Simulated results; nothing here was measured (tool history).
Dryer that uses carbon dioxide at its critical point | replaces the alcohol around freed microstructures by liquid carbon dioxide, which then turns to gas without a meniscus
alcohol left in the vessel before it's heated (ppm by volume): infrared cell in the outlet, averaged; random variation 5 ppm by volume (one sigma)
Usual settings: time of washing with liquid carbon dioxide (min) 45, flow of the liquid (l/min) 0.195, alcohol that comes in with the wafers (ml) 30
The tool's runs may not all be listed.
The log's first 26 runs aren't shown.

run	hour	time of washing with liquid carbon dioxide (min)	flow of the liquid (l/min)	alcohol that comes in with the wafers (ml)	alcohol left in the vessel before it's heated (ppm by volume)
27	460.7	36	0.163	30	354
28	475.8	56	0.239	94	139
29	497.2	56	0.239	53	141
30	520	43	0.288	74	147
31	540.3	43	0.288	74	151
32	553.4	57	0.25	30	141
33	567.5	34	0.171	30	397
34	579.3	40	0.129	24	488
35	594.9	29	0.195	30	458
36	606.6	64	0.241	29	143
37	628.7	54	0.291	30	151
38	643.9	59	0.195	30	157
39	666.5	59	0.135	34	204
40	683.2	59	0.119	34	273
41	696.3	59	0.119	76	425
42	709.3	59	0.119	76	425
43	730.5	40	0.168	69	506
44	742.5	32	0.31	94	209
45	759.7	32	0.31	94	215
46	778.1	32	0.31	94	216
47	794.2	63	0.195	30	169

Forecast each of these 4 alternatives for the next run:
A	816.1	45	0.195	70	?
B	816.1	34	0.293	21	?
C	816.1	60	0.195	47	?
D	816.1	44	0.301	67	?

run	alcohol left in the vessel before it's heated (ppm by volume)
A	250
B	186
C	180
D	172
Without the tool's hidden state the same runs would have given:
run	alcohol left in the vessel before it's heated (ppm by volume)
A	28
B	11
C	11
D	7
